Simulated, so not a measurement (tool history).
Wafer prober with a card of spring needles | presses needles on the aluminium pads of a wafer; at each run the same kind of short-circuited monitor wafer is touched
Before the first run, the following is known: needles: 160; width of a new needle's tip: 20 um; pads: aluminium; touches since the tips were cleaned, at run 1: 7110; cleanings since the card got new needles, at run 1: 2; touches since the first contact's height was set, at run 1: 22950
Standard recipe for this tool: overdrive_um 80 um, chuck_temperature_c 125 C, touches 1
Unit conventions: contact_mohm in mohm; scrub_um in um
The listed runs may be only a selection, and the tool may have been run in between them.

| run | day | overdrive_um | chuck_temperature_c | touches | touches since the tips were cleaned | cleanings since the card got new needles | touches since the first contact's height was set | contact_mohm | scrub_um |
|---|---|---|---|---|---|---|---|---|---|
| 1 | 0.000 | 80 | 125 | 1 | 7110 | 2 | 22950 | 243 | 21.82 |
|  | 0.075 | tips cleaned on abrasive film |
| 2 | 0.729 | 80 | 25 | 1 | 5680 | 3 | 29259 | 230 | 21.74 |
|  | 0.958 | tips cleaned on abrasive film |
| 3 | 1.583 | 80 | 25 | 1 | 5446 | 4 | 36655 | 224 | 21.75 |
|  | 1.850 | tips cleaned on abrasive film |
| 4 | 2.271 | 66 | 125 | 1 | 3672 | 5 | 42616 | 248 | 17.91 |
|  | 2.688 | tips cleaned on abrasive film |
| 5 | 3.100 | 66 | 125 | 2 | 3621 | 6 | 49824 | 214 | 17.96 |
|  | 3.592 | tips cleaned on abrasive film |
| 6 | 3.867 | 66 | 125 | 2 | 2404 | 7 | 56463 | 202 | 17.87 |
|  | 4.458 | tips cleaned on abrasive film |
| 7 | 4.462 | 96 | 125 | 1 | 35 | 8 | 61617 | 166 | 26.08 |
| 8 | 5.229 | 96 | 125 | 2 | 6710 | 8 | 68292 | 196 | 26.02 |
|  | 5.312 | tips cleaned on abrasive film |
| 9 | 5.750 | 96 | 125 | 2 | 3810 | 9 | 72796 | 187 | 25.95 |
|  | 6.167 | tips cleaned on abrasive film |
| 10 | 6.167 | 80 | 39 | 1 | 0 | 10 | 76391 | 154 | 21.60 |
| 11 | 6.662 | 80 | 96 | 1 | 4329 | 10 | 80720 | 222 | 21.61 |
|  | 7.033 | tips cleaned on abrasive film |
| 12 | 7.308 | 80 | 96 | 1 | 2373 | 11 | 86283 | 208 | 21.61 |
|  | 7.875 | tips cleaned on abrasive film |
| 13 | 8.158 | 80 | 96 | 1 | 2477 | 12 | 93681 | 204 | 21.58 |
| 14 | 8.654 | 80 | 96 | 1 | 6789 | 12 | 97993 | 242 | 21.59 |
|  | 8.712 | tips cleaned on abrasive film |
|  | 9.542 | tips cleaned on abrasive film |
| 15 | 9.542 | 80 | 96 | 1 | 0 | 14 | 105645 | 164 | 21.56 |
| 16 | 10.288 | 80 | 96 | 1 | 6502 | 14 | 112147 | 237 | 21.63 |
|  | 10.408 | tips cleaned on abrasive film |
| 17 | 11.033 | 80 | 39 | 2 | 5457 | 15 | 118612 | 202 | 21.54 |
|  | 11.238 | tips cleaned on abrasive film |
| 18 | 11.883 | 76 | 125 | 1 | 5617 | 16 | 125968 | 246 | 20.42 |

Run by run, hidden condition taken away, random variation retained:
The hidden state here: debris on the tips, nm; way that the needles fall short of the set height, um; tips' diameter, um; drift of the gauge itself on contact_mohm, %; drift of the gauge itself on scrub_um, %.
| run | contact_mohm | scrub_um |
|---|---|---|
| 1 | 165 | 21.85 |
| 2 | 145 | 21.78 |
| 3 | 143 | 21.81 |
| 4 | 168 | 17.99 |
| 5 | 167 | 18.05 |
| 6 | 166 | 17.99 |
| 7 | 160 | 26.21 |
| 8 | 162 | 26.15 |
| 9 | 162 | 26.10 |
| 10 | 148 | 21.78 |
| 11 | 159 | 21.78 |
| 12 | 160 | 21.79 |
| 13 | 159 | 21.78 |
| 14 | 159 | 21.79 |
| 15 | 159 | 21.79 |
| 16 | 156 | 21.86 |
| 17 | 150 | 21.79 |
| 18 | 165 | 20.69 |
